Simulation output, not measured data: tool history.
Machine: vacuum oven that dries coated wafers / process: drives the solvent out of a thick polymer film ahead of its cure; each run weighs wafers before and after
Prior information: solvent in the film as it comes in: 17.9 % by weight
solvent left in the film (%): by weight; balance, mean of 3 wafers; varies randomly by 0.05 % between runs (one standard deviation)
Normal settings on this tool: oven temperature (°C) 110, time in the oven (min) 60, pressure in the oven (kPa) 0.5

| run | hour | oven temperature (°C) | time in the oven (min) | pressure in the oven (kPa) | solvent left in the film (%) |
|---|---|---|---|---|---|
| 1 | 0 | 110 | 60 | 0.5 | 0.82 |
| 2 | 24.5 | 110 | 60 | 0.5 | 0.89 |
| 3 | 40.7 | 110 | 60 | 0.5 | 0.91 |
| 4 | 61.9 | 110 | 60 | 0.5 | 0.94 |
| 5 | 94 | 110 | 60 | 0.5 | 1.03 |
| 6 | 110 | 110 | 60 | 0.5 | 0.87 |
| 7 | 137.3 | 110 | 60 | 0.5 | 0.92 |
| 8 | 154.4 | 110 | 60 | 0.5 | 0.9 |
| 9 | 173.6 | 110 | 60 | 0.752 | 1.02 |
| 10 | 195.8 | 110 | 60 | 0.5 | 0.96 |
| 11 | 223.9 | 110 | 60 | 0.5 | 1.01 |
| 12 | 249.2 | 110 | 94 | 0.5 | 0.38 |
| 13 | 268.6 | 110 | 32 | 0.5 | 3.24 |
| 14 | 294.9 | 110 | 60 | 0.251 | 1.02 |
| 15 | 320.1 | 110 | 60 | 0.251 | 0.85 |
| 16 | 351.7 | 110 | 60 | 0.5 | 0.94 |
| 17 | 381.8 | 110 | 60 | 0.5 | 1.05 |
| 18 | 409.3 | 110 | 60 | 0.5 | 1.1 |
| 19 | 429.6 | 110 | 60 | 0.5 | 1.05 |
| 20 | 448.2 | 110 | 46 | 0.5 | 1.76 |
| 21 | 462.2 | 110 | 46 | 0.5 | 1.72 |
| 22 | 487.8 | 110 | 46 | 0.5 | 1.72 |
| 23 | 505.6 | 110 | 46 | 0.5 | 1.7 |
| 24 | 528.2 | 110 | 46 | 0.5 | 1.72 |
| 25 | 559.7 | 98 | 46 | 1.575 | 6.09 |
| 26 | 585.1 | 98 | 46 | 1.575 | 5.97 |
|  | 588.3 | vacuum gauge cleaned of residue and calibrated |
|  | 616.8 | oven's thermocouples calibrated |
| 27 | 622.4 | 98 | 33 | 1.575 | 6.83 |
| 28 | 641 | 119 | 105 | 0.42 | 0.1 |
| 29 | 670.2 | 119 | 105 | 0.42 | 0.23 |
| 30 | 692.2 | 96 | 60 | 0.5 | 4.16 |
|  | 698.2 | vacuum gauge cleaned of residue and calibrated, once more |
| 31 | 710.4 | 96 | 60 | 0.5 | 3.9 |
| 32 | 730.1 | 120 | 86 | 0.3 | 0.05 |
| 33 | 756.7 | 114 | 74 | 0.38 | 0.19 |
| 34 | 773 | 110 | 42 | 0.254 | 1.42 |
| 35 | 799 | 107 | 68 | 0.5 | 0.87 |
| 36 | 826 | 110 | 65 | 0.774 | 0.62 |
| 37 | 844.8 | 110 | 66 | 0.774 | 0.67 |
| 38 | 875.5 | 110 | 102 | 0.774 | 0.31 |
| 39 | 895.2 | 123 | 39 | 0.774 | 0.27 |
| 40 | 928.9 | 123 | 39 | 0.774 | 0.36 |
| 41 | 953 | 112 | 37 | 0.835 | 1.73 |
| 42 | 979.8 | 98 | 106 | 0.653 | 1.45 |
| 43 | 1000.2 | 98 | 106 | 1.406 | 1.92 |
| 44 | 1032.7 | 98 | 106 | 1.406 | 1.78 |
| 45 | 1055.9 | 125 | 100 | 1.223 | 0.25 |
| 46 | 1084 | 125 | 53 | 0.66 | 0.09 |
| 47 | 1106.2 | 103 | 53 | 1.158 | 2.77 |

For some of the steps in solvent left in the film (%) from one run to the next: how much would appear even if the tool had no hidden state, given the settings, what came in and random variation, and how much remains for the hidden state plus any gauge scatter that the measured result and the result without hidden state don't share?
What the log doesn't record here: true wafer temperature over the reading, C; true pressure over the reading, kPa; drift of the gauge itself on solvent_pct, %.
Run 12 -> 13: time in the oven (min) 94 -> 32. solvent left in the film (%) +2.86: hidden state +0.53, all else +2.33.
Run 24 -> 25: oven temperature (°C) 110 -> 98, pressure in the oven (kPa) 0.5 -> 1.575. solvent left in the film (%) +4.37: hidden state +0.44, all else +3.93.
Run 26 -> 27: time in the oven (min) 46 -> 33, vacuum gauge cleaned of residue and calibrated, oven's thermocouples calibrated. solvent left in the film (%) +0.86: hidden state -0.97, all else +1.83.
Run 27 -> 28: oven temperature (°C) 98 -> 119, time in the oven (min) 33 -> 105, pressure in the oven (kPa) 1.575 -> 0.42. solvent left in the film (%) -6.73: hidden state +0.07, all else -6.8.
Run 29 -> 30: oven temperature (°C) 119 -> 96, time in the oven (min) 105 -> 60, pressure in the oven (kPa) 0.42 -> 0.5. solvent left in the film (%) +3.93: hidden state -0.02, all else +3.95.
